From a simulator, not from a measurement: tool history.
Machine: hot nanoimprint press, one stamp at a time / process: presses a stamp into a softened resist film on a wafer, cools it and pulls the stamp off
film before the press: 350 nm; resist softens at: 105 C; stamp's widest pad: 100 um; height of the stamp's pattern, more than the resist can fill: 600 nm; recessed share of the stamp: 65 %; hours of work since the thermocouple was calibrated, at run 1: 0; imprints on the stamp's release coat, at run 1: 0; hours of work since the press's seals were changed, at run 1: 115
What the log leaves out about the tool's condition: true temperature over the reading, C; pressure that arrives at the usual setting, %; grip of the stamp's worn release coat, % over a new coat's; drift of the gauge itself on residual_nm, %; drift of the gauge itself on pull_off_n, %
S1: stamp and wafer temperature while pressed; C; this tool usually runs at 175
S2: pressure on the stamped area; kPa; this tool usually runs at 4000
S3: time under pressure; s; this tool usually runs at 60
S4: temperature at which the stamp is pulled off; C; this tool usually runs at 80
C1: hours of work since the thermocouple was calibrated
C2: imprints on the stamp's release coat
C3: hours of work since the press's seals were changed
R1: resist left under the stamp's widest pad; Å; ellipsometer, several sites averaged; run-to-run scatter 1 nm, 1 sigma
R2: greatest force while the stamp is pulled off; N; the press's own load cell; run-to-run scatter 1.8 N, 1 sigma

Run 1, hour 0.0: usual settings; C1 0; C2 0; C3 115. Result: R1 1463 Å, R2 201 N.
Run 2, hour 27.1: usual settings; C1 19; C2 109; C3 134. Result: R1 1482 Å, R2 201 N.
Run 3, hour 56.1: usual settings; C1 39; C2 225; C3 154. Result: R1 1457 Å, R2 200 N.
Run 4, hour 85.3: usual settings; C1 60; C2 342; C3 175. Result: R1 1475 Å, R2 202 N.
Run 5, hour 106.7: usual settings but S2 4040 kPa; C1 75; C2 428; C3 190. Result: R1 1448 Å, R2 201 N.
Run 6, hour 127.4: usual settings but S2 4040 kPa; C1 90; C2 511; C3 204. Result: R1 1445 Å, R2 202 N.
Run 7, hour 146.9: usual settings but S2 4040 kPa; C1 103; C2 590; C3 218. Result: R1 1454 Å, R2 203 N.
Run 8, hour 163.7: usual settings but S4 82 C; C1 115; C2 657; C3 230. Result: R1 1483 Å, R2 197 N.
Run 9, hour 179.9: usual settings but S4 82 C; C1 127; C2 722; C3 241. Result: R1 1455 Å, R2 197 N.
At hour 209.5: stamp cleaned and given a new release coat.
Run 10, hour 209.5: usual settings but S2 3290 kPa, S4 82 C; C1 143; C2 0; C3 258. Result: R1 1603 Å, R2 200 N.
Run 11, hour 234.3: usual settings; C1 161; C2 99; C3 275. Result: R1 1451 Å, R2 200 N.
Run 12, hour 260.3: usual settings; C1 179; C2 204; C3 294. Result: R1 1466 Å, R2 200 N.
Run 13, hour 277.7: usual settings but S4 79 C; C1 191; C2 274; C3 306. Result: R1 1438 Å, R2 202 N.
Run 14, hour 300.9: usual settings but S4 79 C; C1 207; C2 367; C3 322. Result: R1 1466 Å, R2 203 N.
Run 15, hour 313.6: usual settings; C1 216; C2 418; C3 331. Result: R1 1465 Å, R2 201 N.
Run 16, hour 333.1: usual settings but S1 167 C, S2 2790 kPa; C1 230; C2 497; C3 345. Result: R1 2413 Å, R2 202 N.
Run 17, hour 363.2: usual settings but S1 167 C, S2 3220 kPa, S4 67 C; C1 251; C2 617; C3 366. Result: R1 2322 Å, R2 234 N.
Run 18, hour 384.2: usual settings but S1 184 C, S2 3220 kPa, S4 78 C; C1 266; C2 702; C3 381. Result: R1 982 Å, R2 209 N.
Run 19, hour 409.2: usual settings but S1 165 C, S2 6000 kPa, S3 75 s, S4 78 C; C1 284; C2 802; C3 398. Result: R1 1944 Å, R2 205 N.
At hour 419.3: stamp cleaned and given a new release coat.
Run 20, hour 432.3: usual settings but S1 174 C, S2 5920 kPa, S3 75 s, S4 78 C; C1 296; C2 52; C3 410. Result: R1 1156 Å, R2 205 N.
Run 21, hour 460.6: usual settings but S1 174 C, S2 5920 kPa, S3 75 s, S4 78 C; C1 316; C2 165; C3 430. Result: R1 1180 Å, R2 207 N.
Run 22, hour 473.7: usual settings but S4 68 C; C1 325; C2 218; C3 439. Result: R1 1456 Å, R2 229 N.
Run 23, hour 499.5: usual settings but S2 3500 kPa, S3 45 s; C1 343; C2 321; C3 458. Result: R1 1729 Å, R2 204 N.
Run 24, hour 522.4: usual settings but S2 3500 kPa, S3 45 s; C1 359; C2 413; C3 474. Result: R1 1719 Å, R2 200 N.
Run 25, hour 537.9: usual settings but S2 2450 kPa, S4 70 C; C1 370; C2 476; C3 485. Result: R1 1778 Å, R2 223 N.
Run 26, hour 560.9: usual settings but S2 2450 kPa, S4 70 C; C1 386; C2 568; C3 501. Result: R1 1776 Å, R2 226 N.
Run 27, hour 589.5: usual settings but S3 95 s; C1 406; C2 683; C3 521. Result: R1 1190 Å, R2 202 N.
Run 28, hour 610.0: usual settings but S1 184 C, S2 3390 kPa, S3 92 s, S4 84 C; C1 421; C2 765; C3 535. Result: R1 784 Å, R2 192 N.
At hour 630.0: stamp cleaned and given a new release coat.
At hour 637.5: plate thermocouple calibrated.
Run 29, hour 648.5: usual settings but S1 182 C, S2 3390 kPa, S3 45 s, S4 84 C; C1 8; C2 63; C3 556. Result: R1 1209 Å, R2 193 N.

What if the next run were any one of these 3? Each begins from the tool's condition after run 29:
Run A, hour 673.9: usual settings but S1 178 C, S4 73 C; C1 26; C2 165; C3 574. Result: R1 ?, R2 ?.
Run B, hour 673.9: usual settings but S1 186 C, S2 3550 kPa; C1 26; C2 165; C3 574. Result: R1 ?, R2 ?.
Run C, hour 673.9: usual settings but S1 182 C, S2 3390 kPa, S3 38 s, S4 69 C; C1 26; C2 165; C3 574. Result: R1 ?, R2 ?.

run    R1   R2
  A  1231  217
  B   846  200
  C  1290  226
Without the tool's hidden state the same runs would have given:
run    R1   R2
  A  1231  217
  B   846  200
  C  1290  226
